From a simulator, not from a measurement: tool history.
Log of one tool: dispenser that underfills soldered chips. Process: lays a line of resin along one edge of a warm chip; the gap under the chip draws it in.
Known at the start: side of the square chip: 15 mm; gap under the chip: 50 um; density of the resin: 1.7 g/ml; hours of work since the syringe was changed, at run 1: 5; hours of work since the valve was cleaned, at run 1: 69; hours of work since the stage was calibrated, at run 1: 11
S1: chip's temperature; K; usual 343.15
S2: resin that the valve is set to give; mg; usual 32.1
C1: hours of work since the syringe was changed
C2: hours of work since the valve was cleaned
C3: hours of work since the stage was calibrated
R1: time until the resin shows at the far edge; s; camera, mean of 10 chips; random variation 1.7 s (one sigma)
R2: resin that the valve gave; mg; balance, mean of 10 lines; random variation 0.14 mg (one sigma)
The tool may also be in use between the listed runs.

{"run": 1, "hour": 0.0, "S1": 343.15, "S2": 32.1, "C1": 5, "C2": 69, "C3": 11, "R1": 239.1, "R2": 30.19}
{"run": 2, "hour": 4.9, "S1": 343.15, "S2": 32.1, "C1": 9, "C2": 72, "C3": 14, "R1": 307.9, "R2": 30.14}
{"hour": 7.2, "done": "new syringe of resin"}
{"run": 3, "hour": 10.4, "S1": 343.15, "S2": 32.1, "C1": 2, "C2": 75, "C3": 18, "R1": 190.7, "R2": 29.99}
{"run": 4, "hour": 16.8, "S1": 343.15, "S2": 32.1, "C1": 6, "C2": 79, "C3": 22, "R1": 254.2, "R2": 29.83}
{"run": 5, "hour": 20.5, "S1": 343.15, "S2": 32.1, "C1": 8, "C2": 82, "C3": 24, "R1": 303.2, "R2": 29.82}
{"hour": 22.5, "done": "new syringe of resin"}
{"hour": 23.5, "done": "dispensing valve cleaned and set on the balance"}
{"run": 6, "hour": 24.6, "S1": 343.15, "S2": 32.1, "C1": 1, "C2": 1, "C3": 26, "R1": 175.1, "R2": 31.92}
{"run": 7, "hour": 27.3, "S1": 343.15, "S2": 32.1, "C1": 2, "C2": 2, "C3": 28, "R1": 196.9, "R2": 31.87}
{"run": 8, "hour": 33.2, "S1": 343.15, "S2": 33.4, "C1": 6, "C2": 6, "C3": 31, "R1": 258.5, "R2": 33.23}
{"hour": 39.4, "done": "new syringe of resin"}
{"run": 9, "hour": 39.6, "S1": 335.15, "S2": 38.1, "C1": 0, "C2": 10, "C3": 35, "R1": 227.2, "R2": 37.6}
{"run": 10, "hour": 45.4, "S1": 344.15, "S2": 33.4, "C1": 4, "C2": 14, "C3": 39, "R1": 211, "R2": 32.79}
{"run": 11, "hour": 51.9, "S1": 330.15, "S2": 31, "C1": 8, "C2": 18, "C3": 43, "R1": 477.1, "R2": 30.51}
{"hour": 54.8, "done": "new syringe of resin"}
{"run": 12, "hour": 58.1, "S1": 340.15, "S2": 37.2, "C1": 2, "C2": 22, "C3": 47, "R1": 217.3, "R2": 36.31}
{"run": 13, "hour": 62.6, "S1": 347.15, "S2": 37, "C1": 5, "C2": 25, "C3": 50, "R1": 204.6, "R2": 36.02}
{"run": 14, "hour": 68.3, "S1": 334.15, "S2": 35.5, "C1": 9, "C2": 28, "C3": 53, "R1": 416.2, "R2": 34.57}
{"hour": 70.2, "done": "new syringe of resin"}
{"run": 15, "hour": 74.1, "S1": 349.15, "S2": 35.2, "C1": 2, "C2": 32, "C3": 57, "R1": 157.4, "R2": 34.04}

Measured less the same run without the tool's hidden state. The same run-to-run variation is in both; the gauge's scatter may not be:
The hidden state here: resin's viscosity, % of fresh resin's; dose that the valve gives, % of what is set; true chip temperature over the reading, C; drift of the gauge itself on fill_s, %; drift of the gauge itself on given_mg, %.
run=1 R1=+73.6 R2=-1.85
run=2 R1=+136.1 R2=-1.95
run=3 R1=+24.8 R2=-2.03
run=4 R1=+87.2 R2=-2.13
run=5 R1=+133.4 R2=-2.2
run=6 R1=+7.6 R2=-0.13
run=7 R1=+29.8 R2=-0.19
run=8 R1=+89.5 R2=-0.3
run=9 R1=+3.3 R2=-0.47
run=10 R1=+49.9 R2=-0.52
run=11 R1=+202.6 R2=-0.6
run=12 R1=+29.4 R2=-0.83
run=13 R1=+59.5 R2=-0.92
run=14 R1=+185.9 R2=-0.99
run=15 R1=+22.2 R2=-1.08

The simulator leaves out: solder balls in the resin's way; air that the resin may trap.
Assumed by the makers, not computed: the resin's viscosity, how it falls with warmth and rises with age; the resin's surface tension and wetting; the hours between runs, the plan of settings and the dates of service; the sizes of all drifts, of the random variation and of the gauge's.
